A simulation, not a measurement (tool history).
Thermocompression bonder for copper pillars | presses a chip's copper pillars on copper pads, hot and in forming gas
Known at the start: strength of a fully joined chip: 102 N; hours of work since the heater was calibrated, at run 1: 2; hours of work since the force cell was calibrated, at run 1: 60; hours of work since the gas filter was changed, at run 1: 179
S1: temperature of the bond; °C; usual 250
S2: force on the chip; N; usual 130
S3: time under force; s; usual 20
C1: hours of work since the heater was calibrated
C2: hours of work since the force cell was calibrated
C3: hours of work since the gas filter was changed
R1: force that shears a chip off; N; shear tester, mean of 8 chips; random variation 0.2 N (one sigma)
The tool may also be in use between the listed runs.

run 1 hour=0.0 | S1=250 S2=130 S3=20 | C1=2 C2=60 C3=179 | R1=51.0
run 2 hour=7.2 | S1=250 S2=130 S3=20 | C1=6 C2=64 C3=183 | R1=50.6
run 3 hour=15.3 | S1=250 S2=130 S3=20 | C1=11 C2=69 C3=188 | R1=51.0
run 4 hour=21.5 | S1=250 S2=130 S3=20 | C1=14 C2=72 C3=192 | R1=51.0
run 5 hour=27.6 | S1=250 S2=130 S3=20 | C1=18 C2=76 C3=195 | R1=50.8
run 6 hour=35.0 | S1=250 S2=173 S3=20 | C1=22 C2=80 C3=200 | R1=59.5
run 7 hour=43.5 | S1=250 S2=173 S3=20 | C1=27 C2=85 C3=205 | R1=59.1
run 8 hour=50.9 | S1=250 S2=130 S3=20 | C1=32 C2=90 C3=209 | R1=50.9
run 9 hour=61.2 | S1=250 S2=130 S3=20 | C1=38 C2=96 C3=215 | R1=51.0
run 10 hour=65.7 | S1=250 S2=130 S3=20 | C1=40 C2=99 C3=218 | R1=51.0
run 11 hour=70.1 | S1=250 S2=130 S3=10 | C1=43 C2=101 C3=221 | R1=39.3
run 12 hour=80.4 | S1=250 S2=130 S3=20 | C1=49 C2=107 C3=227 | R1=50.9
run 13 hour=87.4 | S1=250 S2=130 S3=20 | C1=53 C2=111 C3=231 | R1=50.7
run 14 hour=96.8 | S1=250 S2=130 S3=20 | C1=59 C2=117 C3=236 | R1=51.0

Forecast run 15:
run 15 hour=101.2 | S1=250 S2=130 S3=20 | C1=61 C2=120 C3=239 | R1=?

{"run 15": {"R1": 51.1}}
Without the tool's hidden state the same run would have given R1 51.2 N.
